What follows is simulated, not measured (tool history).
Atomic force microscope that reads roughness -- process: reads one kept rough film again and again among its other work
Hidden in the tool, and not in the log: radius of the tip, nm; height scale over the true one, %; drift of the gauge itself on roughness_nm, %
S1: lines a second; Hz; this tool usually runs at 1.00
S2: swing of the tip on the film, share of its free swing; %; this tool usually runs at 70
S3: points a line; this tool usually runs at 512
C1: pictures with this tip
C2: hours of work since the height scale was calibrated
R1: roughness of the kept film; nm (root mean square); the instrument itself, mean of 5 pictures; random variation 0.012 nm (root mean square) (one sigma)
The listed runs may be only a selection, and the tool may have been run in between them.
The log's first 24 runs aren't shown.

Run 25, hour 897.9: usual settings but S1 3.67 Hz, S2 61 %, S3 723; C1 232; C2 820. Result: R1 2.775 nm (root mean square).
At hour 934.3: new tip fitted.
Run 26, hour 943.9: usual settings but S1 3.67 Hz, S2 61 %, S3 723; C1 23; C2 852. Result: R1 2.795 nm (root mean square).
Run 27, hour 977.7: usual settings but S1 0.58 Hz, S2 61 %, S3 842; C1 105; C2 876. Result: R1 3.032 nm (root mean square).
Run 28, hour 1014.1: usual settings but S1 0.58 Hz, S2 61 %, S3 842; C1 193; C2 902. Result: R1 3.033 nm (root mean square).
Run 29, hour 1050.0: usual settings but S2 75 %, S3 927; C1 281; C2 928. Result: R1 2.868 nm (root mean square).
At hour 1068.5: new tip fitted.
Run 30, hour 1094.1: usual settings but S2 63 %, S3 987; C1 62; C2 959. Result: R1 2.999 nm (root mean square).
Run 31, hour 1123.5: usual settings but S2 63 %, S3 987; C1 134; C2 980. Result: R1 3.008 nm (root mean square).
Run 32, hour 1170.3: usual settings but S1 1.52 Hz, S3 268; C1 248; C2 1014. Result: R1 2.838 nm (root mean square).
At hour 1198.9: new tip fitted.
Run 33, hour 1217.2: usual settings but S1 3.17 Hz, S2 75 %; C1 44; C2 1047. Result: R1 2.552 nm (root mean square).
Run 34, hour 1241.4: usual settings but S1 3.17 Hz, S2 58 %, S3 784; C1 103; C2 1064. Result: R1 2.862 nm (root mean square).
Run 35, hour 1274.9: usual settings but S3 659; C1 184; C2 1088. Result: R1 2.908 nm (root mean square).
Run 36, hour 1313.1: usual settings but S1 1.56 Hz, S2 62 %; C1 277; C2 1115. Result: R1 2.930 nm (root mean square).

Predict each of these 5 candidate next runs independently; none follows another, all start after run 36:
At hour 1330.1: new tip fitted.
Run A, hour 1358.6: usual settings but S1 1.48 Hz, S2 62 %; C1 69; C2 1147. Result: R1 ?.
At hour 1330.1: new tip fitted.
Run B, hour 1358.6: usual settings but S1 1.04 Hz; C1 69; C2 1147. Result: R1 ?.
At hour 1330.1: new tip fitted.
Run C, hour 1358.6: usual settings but S1 0.94 Hz; C1 69; C2 1147. Result: R1 ?.
At hour 1330.1: new tip fitted.
Run D, hour 1358.6: usual settings but S1 0.60 Hz, S2 85 %, S3 650; C1 69; C2 1147. Result: R1 ?.
At hour 1330.1: new tip fitted.
Run E, hour 1358.6: usual settings but S1 0.96 Hz, S2 77 %; C1 69; C2 1147. Result: R1 ?.

run     R1
  A  2.933
  B  2.943
  C  2.956
  D  2.886
  E  2.870
What these runs would have given with no unlogged condition in the tool:
run     R1
  A  2.936
  B  2.946
  C  2.958
  D  2.889
  E  2.872
